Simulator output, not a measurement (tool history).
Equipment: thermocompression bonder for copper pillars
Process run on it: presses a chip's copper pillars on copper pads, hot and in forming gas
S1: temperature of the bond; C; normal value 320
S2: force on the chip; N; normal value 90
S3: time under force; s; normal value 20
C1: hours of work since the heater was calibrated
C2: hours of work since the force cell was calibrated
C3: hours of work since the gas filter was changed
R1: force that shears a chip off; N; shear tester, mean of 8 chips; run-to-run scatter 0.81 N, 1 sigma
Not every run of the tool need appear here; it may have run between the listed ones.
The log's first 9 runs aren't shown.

run 10 hour=99.0 | S1=320 S2=90 S3=20 | C1=94 C2=364 C3=212 | R1=58.7
run 11 hour=109.3 | S1=320 S2=90 S3=20 | C1=99 C2=369 C3=218 | R1=59.0
run 12 hour=116.7 | S1=320 S2=90 S3=20 | C1=103 C2=373 C3=222 | R1=57.8
run 13 hour=129.9 | S1=320 S2=90 S3=20 | C1=110 C2=380 C3=229 | R1=59.3
run 14 hour=143.2 | S1=320 S2=90 S3=20 | C1=117 C2=387 C3=236 | R1=58.4
run 15 hour=150.6 | S1=320 S2=90 S3=20 | C1=121 C2=391 C3=240 | R1=57.6
run 16 hour=159.1 | S1=320 S2=90 S3=20 | C1=125 C2=395 C3=244 | R1=57.3
run 17 hour=169.0 | S1=296 S2=86 S3=22 | C1=131 C2=400 C3=249 | R1=45.2
run 18 hour=175.7 | S1=296 S2=86 S3=22 | C1=134 C2=404 C3=253 | R1=45.2
run 19 hour=187.6 | S1=296 S2=86 S3=22 | C1=140 C2=410 C3=259 | R1=44.5
run 20 hour=193.7 | S1=296 S2=86 S3=22 | C1=144 C2=413 C3=262 | R1=44.3
run 21 hour=205.3 | S1=296 S2=86 S3=22 | C1=150 C2=419 C3=268 | R1=43.4
run 22 hour=216.5 | S1=333 S2=86 S3=22 | C1=156 C2=425 C3=274 | R1=63.7
run 23 hour=224.0 | S1=333 S2=86 S3=22 | C1=159 C2=429 C3=278 | R1=63.8
run 24 hour=238.0 | S1=332 S2=130 S3=20 | C1=167 C2=437 C3=286 | R1=82.5
run 25 hour=248.7 | S1=320 S2=113 S3=41 | C1=172 C2=442 C3=291 | R1=83.9
run 26 hour=256.9 | S1=332 S2=133 S3=13 | C1=177 C2=447 C3=296 | R1=72.8
run 27 hour=263.9 | S1=341 S2=114 S3=14 | C1=180 C2=450 C3=299 | R1=71.5
run 28 hour=273.0 | S1=341 S2=114 S3=14 | C1=185 C2=455 C3=304 | R1=72.2
run 29 hour=282.5 | S1=326 S2=77 S3=11 | C1=190 C2=460 C3=309 | R1=41.1
run 30 hour=290.2 | S1=326 S2=118 S3=11 | C1=194 C2=464 C3=313 | R1=60.2
run 31 hour=304.9 | S1=326 S2=118 S3=11 | C1=202 C2=472 C3=321 | R1=60.1
run 32 hour=313.9 | S1=326 S2=118 S3=48 | C1=207 C2=477 C3=326 | R1=91.7

Consider 4 possible next runs. They are alternatives, not a sequence: every one starts from the tool as it was left by run 32. What does each give?
run A hour=323.5 | S1=326 S2=84 S3=48 | C1=212 C2=482 C3=331 | R1=?
run B hour=323.5 | S1=326 S2=118 S3=12 | C1=212 C2=482 C3=331 | R1=?
run C hour=323.5 | S1=326 S2=125 S3=48 | C1=212 C2=482 C3=331 | R1=?
run D hour=323.5 | S1=326 S2=126 S3=48 | C1=212 C2=482 C3=331 | R1=?

run=A R1=73.8
run=B R1=61.3
run=C R1=96.8
run=D R1=94.9
What these runs would have given with no unlogged condition in the tool:
run=A R1=84.9
run=B R1=70.6
run=C R1=110.4
run=D R1=108.2
